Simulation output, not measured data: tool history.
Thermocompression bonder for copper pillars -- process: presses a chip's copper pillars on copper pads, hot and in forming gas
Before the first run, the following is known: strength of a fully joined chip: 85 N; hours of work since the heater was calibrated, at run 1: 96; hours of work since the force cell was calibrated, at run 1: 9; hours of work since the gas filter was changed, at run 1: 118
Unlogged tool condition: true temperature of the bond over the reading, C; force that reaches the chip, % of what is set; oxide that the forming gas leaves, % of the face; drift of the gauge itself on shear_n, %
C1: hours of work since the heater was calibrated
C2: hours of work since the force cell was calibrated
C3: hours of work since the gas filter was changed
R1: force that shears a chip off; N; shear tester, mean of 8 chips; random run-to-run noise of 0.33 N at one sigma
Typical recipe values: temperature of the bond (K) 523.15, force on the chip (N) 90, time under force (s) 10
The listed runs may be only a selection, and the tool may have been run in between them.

run 1 day=0.000 | temperature_of_the_bond_(K)=523.15 force_on_the_chip_(N)=90 time_under_force_(s)=10 | C1=96 C2=9 C3=118 | R1=28.4
run 2 day=1.038 | temperature_of_the_bond_(K)=523.15 force_on_the_chip_(N)=90 time_under_force_(s)=10 | C1=107 C2=21 C3=130 | R1=28.6
run 3 day=1.658 | temperature_of_the_bond_(K)=523.15 force_on_the_chip_(N)=105 time_under_force_(s)=10 | C1=114 C2=28 C3=137 | R1=31.5
run 4 day=2.521 | temperature_of_the_bond_(K)=523.15 force_on_the_chip_(N)=90 time_under_force_(s)=10 | C1=124 C2=37 C3=146 | R1=28.4
run 5 day=3.354 | temperature_of_the_bond_(K)=523.15 force_on_the_chip_(N)=90 time_under_force_(s)=10 | C1=133 C2=46 C3=155 | R1=28.7
-- day=3.579 forming gas filter changed
run 6 day=4.521 | temperature_of_the_bond_(K)=523.15 force_on_the_chip_(N)=90 time_under_force_(s)=10 | C1=145 C2=59 C3=10 | R1=28.1
run 7 day=5.488 | temperature_of_the_bond_(K)=523.15 force_on_the_chip_(N)=90 time_under_force_(s)=10 | C1=156 C2=70 C3=21 | R1=28.8
run 8 day=6.575 | temperature_of_the_bond_(K)=523.15 force_on_the_chip_(N)=90 time_under_force_(s)=10 | C1=168 C2=81 C3=33 | R1=28.6
run 9 day=7.229 | temperature_of_the_bond_(K)=523.15 force_on_the_chip_(N)=90 time_under_force_(s)=27 | C1=175 C2=89 C3=40 | R1=40.9
run 10 day=7.996 | temperature_of_the_bond_(K)=523.15 force_on_the_chip_(N)=90 time_under_force_(s)=10 | C1=184 C2=97 C3=49 | R1=28.1
run 11 day=8.812 | temperature_of_the_bond_(K)=523.15 force_on_the_chip_(N)=90 time_under_force_(s)=10 | C1=193 C2=106 C3=58 | R1=28.4
run 12 day=9.904 | temperature_of_the_bond_(K)=551.15 force_on_the_chip_(N)=90 time_under_force_(s)=10 | C1=205 C2=118 C3=70 | R1=44.6
run 13 day=10.971 | temperature_of_the_bond_(K)=523.15 force_on_the_chip_(N)=85 time_under_force_(s)=10 | C1=216 C2=130 C3=81 | R1=27.2
run 14 day=12.150 | temperature_of_the_bond_(K)=523.15 force_on_the_chip_(N)=90 time_under_force_(s)=10 | C1=229 C2=143 C3=94 | R1=27.9
run 15 day=12.758 | temperature_of_the_bond_(K)=537.15 force_on_the_chip_(N)=90 time_under_force_(s)=10 | C1=236 C2=149 C3=101 | R1=34.8
run 16 day=13.646 | temperature_of_the_bond_(K)=523.15 force_on_the_chip_(N)=90 time_under_force_(s)=10 | C1=246 C2=159 C3=111 | R1=27.4
run 17 day=14.742 | temperature_of_the_bond_(K)=533.15 force_on_the_chip_(N)=90 time_under_force_(s)=10 | C1=258 C2=171 C3=123 | R1=33.0
run 18 day=15.321 | temperature_of_the_bond_(K)=523.15 force_on_the_chip_(N)=59 time_under_force_(s)=10 | C1=264 C2=178 C3=129 | R1=20.6
run 19 day=15.888 | temperature_of_the_bond_(K)=546.15 force_on_the_chip_(N)=90 time_under_force_(s)=10 | C1=270 C2=184 C3=135 | R1=40.7
run 20 day=16.542 | temperature_of_the_bond_(K)=523.15 force_on_the_chip_(N)=107 time_under_force_(s)=21 | C1=278 C2=191 C3=143 | R1=39.7
run 21 day=17.433 | temperature_of_the_bond_(K)=523.15 force_on_the_chip_(N)=86 time_under_force_(s)=24 | C1=287 C2=201 C3=152 | R1=36.9
-- day=17.588 force cell calibrated
-- day=18.025 forming gas filter changed
run 22 day=18.058 | temperature_of_the_bond_(K)=523.15 force_on_the_chip_(N)=86 time_under_force_(s)=24 | C1=293 C2=5 C3=0 | R1=38.9
run 23 day=19.058 | temperature_of_the_bond_(K)=528.15 force_on_the_chip_(N)=86 time_under_force_(s)=8 | C1=304 C2=16 C3=11 | R1=26.8
run 24 day=19.721 | temperature_of_the_bond_(K)=533.15 force_on_the_chip_(N)=86 time_under_force_(s)=15 | C1=312 C2=23 C3=19 | R1=38.0
run 25 day=20.717 | temperature_of_the_bond_(K)=546.15 force_on_the_chip_(N)=90 time_under_force_(s)=22 | C1=323 C2=34 C3=30 | R1=53.2
run 26 day=21.196 | temperature_of_the_bond_(K)=528.15 force_on_the_chip_(N)=92 time_under_force_(s)=21 | C1=328 C2=39 C3=35 | R1=39.8
run 27 day=21.808 | temperature_of_the_bond_(K)=537.15 force_on_the_chip_(N)=62 time_under_force_(s)=5 | C1=335 C2=46 C3=42 | R1=20.9
-- day=22.550 force cell calibrated, once more
run 28 day=22.938 | temperature_of_the_bond_(K)=523.15 force_on_the_chip_(N)=90 time_under_force_(s)=11 | C1=346 C2=4 C3=53 | R1=28.3
run 29 day=23.458 | temperature_of_the_bond_(K)=496.15 force_on_the_chip_(N)=61 time_under_force_(s)=11 | C1=352 C2=10 C3=59 | R1=11.5
run 30 day=24.092 | temperature_of_the_bond_(K)=496.15 force_on_the_chip_(N)=61 time_under_force_(s)=11 | C1=359 C2=17 C3=66 | R1=11.9
run 31 day=24.604 | temperature_of_the_bond_(K)=523.15 force_on_the_chip_(N)=65 time_under_force_(s)=10 | C1=365 C2=23 C3=72 | R1=21.8
run 32 day=25.221 | temperature_of_the_bond_(K)=550.15 force_on_the_chip_(N)=65 time_under_force_(s)=9 | C1=371 C2=29 C3=78 | R1=33.9
run 33 day=26.012 | temperature_of_the_bond_(K)=545.15 force_on_the_chip_(N)=134 time_under_force_(s)=5 | C1=380 C2=38 C3=87 | R1=38.4
run 34 day=26.846 | temperature_of_the_bond_(K)=523.15 force_on_the_chip_(N)=116 time_under_force_(s)=10 | C1=389 C2=47 C3=96 | R1=31.4
run 35 day=27.992 | temperature_of_the_bond_(K)=500.15 force_on_the_chip_(N)=116 time_under_force_(s)=17 | C1=402 C2=60 C3=109 | R1=24.9
run 36 day=28.833 | temperature_of_the_bond_(K)=548.15 force_on_the_chip_(N)=113 time_under_force_(s)=17 | C1=411 C2=69 C3=118 | R1=53.7

Results for each run, recomputed without the tool's hidden state and with each run's random variation untouched:
run=1 R1=29.6
run=2 R1=30.1
run=3 R1=33.1
run=4 R1=30.1
run=5 R1=30.5
run=6 R1=29.1
run=7 R1=30.0
run=8 R1=29.8
run=9 R1=42.6
run=10 R1=29.6
run=11 R1=30.0
run=12 R1=46.7
run=13 R1=29.1
run=14 R1=29.9
run=15 R1=37.2
run=16 R1=29.7
run=17 R1=35.7
run=18 R1=22.5
run=19 R1=43.8
run=20 R1=43.1
run=21 R1=40.2
run=22 R1=41.1
run=23 R1=28.7
run=24 R1=40.4
run=25 R1=55.9
run=26 R1=42.6
run=27 R1=22.7
run=28 R1=31.2
run=29 R1=13.0
run=30 R1=13.5
run=31 R1=24.3
run=32 R1=37.1
run=33 R1=42.0
run=34 R1=35.0
run=35 R1=28.3
run=36 R1=58.4

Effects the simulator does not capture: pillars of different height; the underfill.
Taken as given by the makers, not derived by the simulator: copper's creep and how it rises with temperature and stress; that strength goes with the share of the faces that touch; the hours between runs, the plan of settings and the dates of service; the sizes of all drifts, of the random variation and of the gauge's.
